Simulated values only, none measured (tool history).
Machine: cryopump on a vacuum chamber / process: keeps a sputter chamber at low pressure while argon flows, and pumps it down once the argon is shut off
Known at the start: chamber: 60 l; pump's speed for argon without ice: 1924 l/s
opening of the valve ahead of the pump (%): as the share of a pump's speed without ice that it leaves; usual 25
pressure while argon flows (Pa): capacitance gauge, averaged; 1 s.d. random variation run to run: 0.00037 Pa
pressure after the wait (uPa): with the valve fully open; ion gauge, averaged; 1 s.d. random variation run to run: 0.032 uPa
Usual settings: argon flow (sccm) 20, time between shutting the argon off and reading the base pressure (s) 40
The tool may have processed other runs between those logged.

| run | hour | argon flow (sccm) | time between shutting the argon off and reading the base pressure (s) | opening of the valve ahead of the pump (%) | pressure while argon flows (Pa) | pressure after the wait (uPa) |
|---|---|---|---|---|---|---|
| 1 | 0.0 | 20 | 40 | 25 | 0.0727 | 2.58 |
| 2 | 28.1 | 20 | 40 | 20 | 0.0900 | 2.66 |
| 3 | 52.4 | 20 | 40 | 25 | 0.0729 | 2.59 |
| 4 | 76.6 | 20 | 40 | 25 | 0.0727 | 2.61 |
| 5 | 97.8 | 20 | 40 | 25 | 0.0731 | 2.75 |
| 6 | 126.2 | 20 | 40 | 25 | 0.0726 | 2.70 |
| 7 | 146.2 | 20 | 40 | 25 | 0.0731 | 2.69 |
| 8 | 165.9 | 20 | 208 | 25 | 0.0733 | 1.55 |
| 9 | 183.2 | 20 | 208 | 25 | 0.0729 | 1.55 |
| 10 | 208.4 | 20 | 208 | 25 | 0.0724 | 1.63 |
| 11 | 231.3 | 20 | 40 | 25 | 0.0723 | 2.85 |
| 12 | 243.5 | 20 | 40 | 58 | 0.0335 | 2.77 |
| 13 | 271.9 | 20 | 40 | 18 | 0.1010 | 2.78 |
| 14 | 293.1 | 20 | 40 | 18 | 0.1007 | 2.89 |
| 15 | 320.7 | 20 | 40 | 18 | 0.1011 | 2.91 |
| 16 | 340.2 | 20 | 40 | 25 | 0.0736 | 2.87 |
| 17 | 362.5 | 20 | 79 | 25 | 0.0729 | 2.22 |
| 18 | 389.0 | 20 | 79 | 25 | 0.0740 | 2.16 |
| 19 | 416.3 | 15 | 74 | 20 | 0.0687 | 2.25 |
| 20 | 439.6 | 15 | 74 | 20 | 0.0690 | 2.24 |
| 21 | 453.1 | 15 | 74 | 20 | 0.0687 | 2.27 |
| 22 | 472.2 | 26 | 86 | 21 | 0.1138 | 2.20 |
| 23 | 499.2 | 12 | 135 | 45 | 0.0261 | 1.95 |
| 24 | 516.3 | 17 | 58 | 18 | 0.0863 | 2.63 |
| 25 | 531.7 | 17 | 58 | 18 | 0.0862 | 2.57 |

What will run 26 give?
| 26 | 549.3 | 15 | 123 | 22 | ? | ? |

pressure while argon flows (Pa): 0.0631
pressure after the wait (uPa): 2.02
With no hidden state in the tool, this same run would have given pressure while argon flows (Pa) 0.0601, pressure after the wait (uPa) 0.61.
